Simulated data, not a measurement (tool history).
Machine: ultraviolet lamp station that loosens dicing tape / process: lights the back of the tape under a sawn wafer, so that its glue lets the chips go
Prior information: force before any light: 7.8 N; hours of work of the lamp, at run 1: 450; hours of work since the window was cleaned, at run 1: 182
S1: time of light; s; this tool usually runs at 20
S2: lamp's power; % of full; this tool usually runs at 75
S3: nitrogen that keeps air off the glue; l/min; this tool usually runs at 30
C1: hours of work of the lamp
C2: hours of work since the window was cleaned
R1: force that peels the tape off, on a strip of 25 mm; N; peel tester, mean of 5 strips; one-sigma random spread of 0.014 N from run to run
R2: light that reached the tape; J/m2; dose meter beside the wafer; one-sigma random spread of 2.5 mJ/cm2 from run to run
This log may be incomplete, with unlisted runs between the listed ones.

run	hour	S1	S2	S3	C1	C2	R1	R2
1	0.0	20	75	30	450	182	0.982	2450
2	23.8	20	75	30	468	200	1.003	2440
3	48.5	20	75	15	487	219	1.625	2390
4	73.2	20	75	15	505	237	1.679	2370
5	94.9	20	75	30	522	253	1.009	2370
6	111.1	20	94	30	534	266	0.702	2900
7	132.1	20	94	46	549	281	0.518	2870
8	150.0	20	94	46	563	295	0.521	2840
9	168.5	20	94	46	577	309	0.541	2820
10	199.9	20	75	30	600	332	1.167	2240
11	221.2	20	75	30	616	348	1.245	2190
12	241.9	20	75	30	632	364	1.246	2200
13	263.0	20	75	30	648	380	1.276	2150
14	289.8	20	75	11	668	400	2.357	2120
15	312.3	20	75	11	685	417	2.285	2110
16	340.1	20	75	11	706	437	2.360	2060
17	363.1	20	75	30	723	455	1.357	2080
18	377.6	20	75	30	734	466	1.351	2030
# hour 379.4: window cleaned of glue's vapour
19	403.7	20	75	30	753	18	1.459	1910
# hour 426.8: window cleaned of glue's vapour, once more
20	432.4	20	75	30	774	4	1.111	2240
21	452.1	20	75	30	789	19	1.216	2230
22	468.8	20	75	25	802	32	1.397	2180
23	483.3	20	75	25	812	42	1.404	2170
24	512.9	20	75	20	835	65	1.649	2120
25	544.1	20	63	33	858	88	1.625	1730
26	566.5	19	75	18	875	105	1.997	1950
27	586.1	20	64	36	890	120	1.533	1700
28	603.1	20	64	36	902	132	1.582	1750
29	619.6	14	75	59	915	145	1.592	1450
30	649.0	14	75	59	937	167	1.637	1370
31	674.7	20	75	43	956	186	1.136	1950
32	697.7	12	86	15	973	203	3.409	1350
33	712.1	11	75	27	984	214	3.278	1080
34	732.9	11	75	27	1000	230	3.375	1060
35	757.1	13	75	50	1018	248	2.192	1200
36	775.7	13	75	50	1032	262	2.254	1180
37	792.2	13	75	50	1044	274	2.254	1170
38	819.2	13	75	50	1065	295	2.095	1200
39	835.8	13	88	50	1077	307	1.831	1330
40	852.9	13	88	50	1090	320	1.970	1340
41	883.0	22	75	36	1112	343	1.357	1940
42	914.0	22	75	36	1136	366	1.411	1850
43	930.0	22	75	36	1148	378	1.432	1820

Consider 4 possible next runs. They are alternatives, not a sequence: every one starts from the tool as it was left by run 43. What does each give?
# hour 946.9: lamp changed
A	946.9	39	86	15	0	390	?	?
# hour 946.9: lamp changed
B	946.9	22	70	9	0	390	?	?
# hour 946.9: lamp changed
C	946.9	26	75	11	0	390	?	?
# hour 946.9: lamp changed
D	946.9	17	75	44	0	390	?	?

run	R1	R2
A	0.318	6210
B	1.820	2810
C	1.039	3660
D	0.783	2380
Take away the tool's hidden state, keep each run's random variation, and the runs would have read:
run	R1	R2
A	0.277	6860
B	1.577	3110
C	0.868	4040
D	0.645	2630
